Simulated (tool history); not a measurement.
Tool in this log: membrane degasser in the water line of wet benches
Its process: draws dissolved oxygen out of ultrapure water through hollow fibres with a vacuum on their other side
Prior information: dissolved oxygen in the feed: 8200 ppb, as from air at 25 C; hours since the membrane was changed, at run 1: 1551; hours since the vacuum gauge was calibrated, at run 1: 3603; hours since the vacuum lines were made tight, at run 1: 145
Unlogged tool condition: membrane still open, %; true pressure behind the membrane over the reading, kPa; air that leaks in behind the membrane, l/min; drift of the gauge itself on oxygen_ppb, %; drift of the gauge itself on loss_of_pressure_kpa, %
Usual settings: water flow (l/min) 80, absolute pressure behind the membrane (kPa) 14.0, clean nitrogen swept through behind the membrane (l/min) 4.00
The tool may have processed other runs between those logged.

| run | day | water flow (l/min) | absolute pressure behind the membrane (kPa) | clean nitrogen swept through behind the membrane (l/min) | hours since the membrane was changed | hours since the vacuum gauge was calibrated | hours since the vacuum lines were made tight | dissolved oxygen in the water behind the degasser (ppb) | pressure that the water loses in the fibres (kPa) |
|---|---|---|---|---|---|---|---|---|---|
| 1 | 0.000 | 80 | 14.0 | 4.00 | 1551 | 3603 | 145 | 465.1 | 29.52 |
| 2 | 0.925 | 82 | 14.0 | 4.00 | 1573 | 3625 | 168 | 476.5 | 30.40 |
| 3 | 1.904 | 82 | 14.0 | 4.00 | 1596 | 3648 | 191 | 476.9 | 30.38 |
| 4 | 3.121 | 96 | 14.0 | 4.00 | 1626 | 3678 | 220 | 545.9 | 35.75 |
|  | 4.654 | vacuum gauge calibrated |
| 5 | 5.129 | 96 | 14.0 | 4.00 | 1673 | 11 | 268 | 547.2 | 35.51 |
| 6 | 6.571 | 96 | 14.0 | 4.00 | 1708 | 46 | 303 | 550.1 | 35.57 |
| 7 | 8.038 | 80 | 14.0 | 4.00 | 1743 | 81 | 338 | 467.7 | 29.98 |
| 8 | 9.921 | 80 | 14.0 | 4.00 | 1788 | 126 | 383 | 468.4 | 29.91 |
| 9 | 10.846 | 80 | 9.7 | 4.00 | 1811 | 149 | 405 | 289.8 | 29.62 |
| 10 | 11.683 | 80 | 9.7 | 4.00 | 1831 | 169 | 425 | 289.5 | 29.73 |
| 11 | 13.371 | 80 | 14.0 | 3.68 | 1871 | 209 | 466 | 503.1 | 29.63 |
| 12 | 15.204 | 80 | 14.0 | 3.68 | 1915 | 253 | 510 | 501.5 | 29.74 |
| 13 | 16.888 | 80 | 14.0 | 3.68 | 1955 | 294 | 550 | 503.1 | 29.75 |
| 14 | 18.379 | 80 | 14.0 | 4.00 | 1991 | 329 | 586 | 468.0 | 29.81 |
| 15 | 20.075 | 80 | 14.0 | 4.00 | 2032 | 370 | 627 | 471.0 | 29.69 |
| 16 | 21.629 | 68 | 14.0 | 4.00 | 2069 | 407 | 664 | 405.8 | 25.20 |
| 17 | 22.617 | 68 | 14.0 | 4.00 | 2093 | 431 | 688 | 408.6 | 25.29 |
| 18 | 24.362 | 91 | 14.0 | 2.59 | 2135 | 473 | 730 | 742.3 | 33.78 |
| 19 | 25.254 | 68 | 10.4 | 2.59 | 2156 | 494 | 751 | 399.8 | 25.30 |
| 20 | 26.104 | 68 | 10.4 | 2.59 | 2177 | 515 | 771 | 399.9 | 25.08 |
| 21 | 27.688 | 67 | 10.4 | 2.59 | 2215 | 553 | 809 | 395.9 | 25.07 |
|  | 28.625 | gauge calibrated |
| 22 | 29.158 | 80 | 21.9 | 2.15 | 2250 | 588 | 845 | 1244.4 | 29.42 |
| 23 | 29.979 | 112 | 18.1 | 7.70 | 2270 | 608 | 864 | 491.6 | 41.23 |
| 24 | 31.629 | 112 | 18.1 | 7.70 | 2309 | 647 | 904 | 493.3 | 41.42 |
| 25 | 33.008 | 55 | 14.3 | 1.82 | 2342 | 680 | 937 | 663.1 | 20.45 |
| 26 | 34.433 | 89 | 11.3 | 4.00 | 2377 | 715 | 971 | 393.0 | 33.20 |
| 27 | 35.696 | 80 | 25.9 | 3.01 | 2407 | 745 | 1002 | 1154.4 | 29.76 |
| 28 | 36.629 | 80 | 25.9 | 3.01 | 2429 | 767 | 1024 | 1151.7 | 29.99 |
| 29 | 37.888 | 79 | 34.8 | 7.80 | 2460 | 798 | 1054 | 704.7 | 29.17 |
| 30 | 39.188 | 79 | 22.4 | 3.45 | 2491 | 829 | 1085 | 885.9 | 29.34 |
| 31 | 40.217 | 80 | 14.0 | 3.36 | 2515 | 853 | 1110 | 540.7 | 29.69 |
| 32 | 41.246 | 91 | 30.2 | 4.07 | 2540 | 878 | 1135 | 1178.2 | 33.80 |

Alternative continuations, all from the tool just after run 32; predict every row:
| A | 42.958 | 64 | 14.0 | 5.02 | 2581 | 919 | 1176 | ? | ? |
| B | 42.958 | 125 | 30.2 | 4.64 | 2581 | 919 | 1176 | ? | ? |
| C | 42.958 | 91 | 8.5 | 6.29 | 2581 | 919 | 1176 | ? | ? |
| D | 42.958 | 61 | 25.0 | 2.03 | 2581 | 919 | 1176 | ? | ? |

| run | dissolved oxygen in the water behind the degasser (ppb) | pressure that the water loses in the fibres (kPa) |
|---|---|---|
| A | 314.4 | 23.91 |
| B | 1366.9 | 46.32 |
| C | 185.3 | 33.61 |
| D | 1216.4 | 22.63 |
Stripped of hidden state, with their random variation kept, the same runs would have yielded:
| run | dissolved oxygen in the water behind the degasser (ppb) | pressure that the water loses in the fibres (kPa) |
|---|---|---|
| A | 312.1 | 23.90 |
| B | 1356.9 | 46.30 |
| C | 183.9 | 33.59 |
| D | 1207.5 | 22.62 |

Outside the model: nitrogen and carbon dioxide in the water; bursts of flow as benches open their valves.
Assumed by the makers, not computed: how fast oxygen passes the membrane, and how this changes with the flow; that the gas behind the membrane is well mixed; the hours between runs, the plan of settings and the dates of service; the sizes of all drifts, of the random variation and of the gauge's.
